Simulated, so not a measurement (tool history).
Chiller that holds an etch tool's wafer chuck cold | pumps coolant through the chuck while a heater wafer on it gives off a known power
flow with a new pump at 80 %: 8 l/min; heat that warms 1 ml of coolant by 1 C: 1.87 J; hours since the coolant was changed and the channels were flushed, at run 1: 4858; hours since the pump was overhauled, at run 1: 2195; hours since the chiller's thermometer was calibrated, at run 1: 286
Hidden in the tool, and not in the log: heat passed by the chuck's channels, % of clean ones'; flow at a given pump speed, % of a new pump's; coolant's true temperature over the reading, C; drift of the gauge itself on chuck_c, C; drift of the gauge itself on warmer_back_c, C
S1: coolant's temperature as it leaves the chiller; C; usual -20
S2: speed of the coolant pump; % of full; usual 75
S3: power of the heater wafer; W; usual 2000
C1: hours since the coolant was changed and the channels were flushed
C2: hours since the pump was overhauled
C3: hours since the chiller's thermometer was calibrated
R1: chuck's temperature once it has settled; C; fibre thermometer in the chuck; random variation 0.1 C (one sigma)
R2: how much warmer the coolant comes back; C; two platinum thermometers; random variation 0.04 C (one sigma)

run,hour,S1,S2,S3,C1,C2,C3,R1,R2
1,0.0,-20,75,2000,4858,2195,286,-4.7,8.57
2,101.8,-20,95,2000,4959,2297,388,-7.5,6.71
3,215.3,-20,75,1803,5073,2411,501,-6.6,7.75
4,297.2,-20,75,2000,5155,2492,583,-4.7,8.59
5,371.4,-20,75,2000,5229,2567,657,-5.0,8.63
6,456.7,-20,75,2000,5314,2652,743,-4.8,8.64
7,524.7,-20,75,2000,5382,2720,811,-4.9,8.60
8,654.5,-19,75,2000,5512,2850,941,-3.9,8.70
9,767.0,-19,75,2000,5625,2962,1053,-3.8,8.70
10,864.4,-20,75,2000,5722,3060,1150,-5.1,8.63
11,973.9,-20,75,2000,5832,3169,1260,-4.9,8.75
12,1079.9,-20,75,2000,5937,3275,1366,-4.9,8.71
13,1218.8,-20,75,2000,6076,3414,1505,-4.7,8.69
14,1281.6,-20,75,2000,6139,3477,1568,-4.9,8.66
15,1351.7,-20,75,2000,6209,3547,1638,-4.8,8.70
16,1437.9,-24,64,2000,6295,3633,1724,-7.0,10.24
17,1551.2,-11,75,1105,6409,3746,1837,-2.6,4.87
18,1637.6,-11,75,1105,6495,3833,1924,-2.6,4.89
19,1759.0,-25,82,1105,6617,3954,2045,-17.2,4.52
20,1877.0,-14,82,2025,6735,4072,2163,0.4,8.08
21,1942.6,-30,100,2025,6800,4138,2229,-17.8,6.63
22,2027.2,-30,100,2025,6885,4222,2313,-17.7,6.60
23,2160.5,-13,75,2000,7018,4356,2447,2.1,8.90
# hour 2213.3: coolant changed, channels flushed
24,2300.2,-13,92,2953,87,4489,2580,6.1,10.47
25,2411.8,-26,65,2243,199,4601,2692,-7.0,11.50
26,2515.4,-26,65,2243,302,4705,2796,-7.0,11.43
27,2593.7,-28,78,2000,380,4783,2874,-13.3,8.48
28,2686.4,-28,78,2000,473,4876,2966,-13.4,8.58
29,2778.3,-14,75,1404,565,4968,3058,-3.5,6.32

Hidden state or all else? Some run-to-run changes of R2, split into what the settings, what came in and random variation would give without the hidden state, and what is left for the hidden state (with any gauge scatter that isn't in both results):
Run 2 -> 3: S2 95 -> 75, S3 2000 -> 1803. R2 +1.04 C: hidden state +0.02, all else +1.02.
Run 5 -> 6: no setting changed, nothing entered. R2 +0.01 C: hidden state +0.02, all else -0.01.
Run 16 -> 17: S1 -24 -> -11, S2 64 -> 75, S3 2000 -> 1105. R2 -5.37 C: hidden state +0.01, all else -5.38.
Run 19 -> 20: S1 -25 -> -14, S3 1105 -> 2025. R2 +3.56 C: hidden state +0.02, all else +3.54.
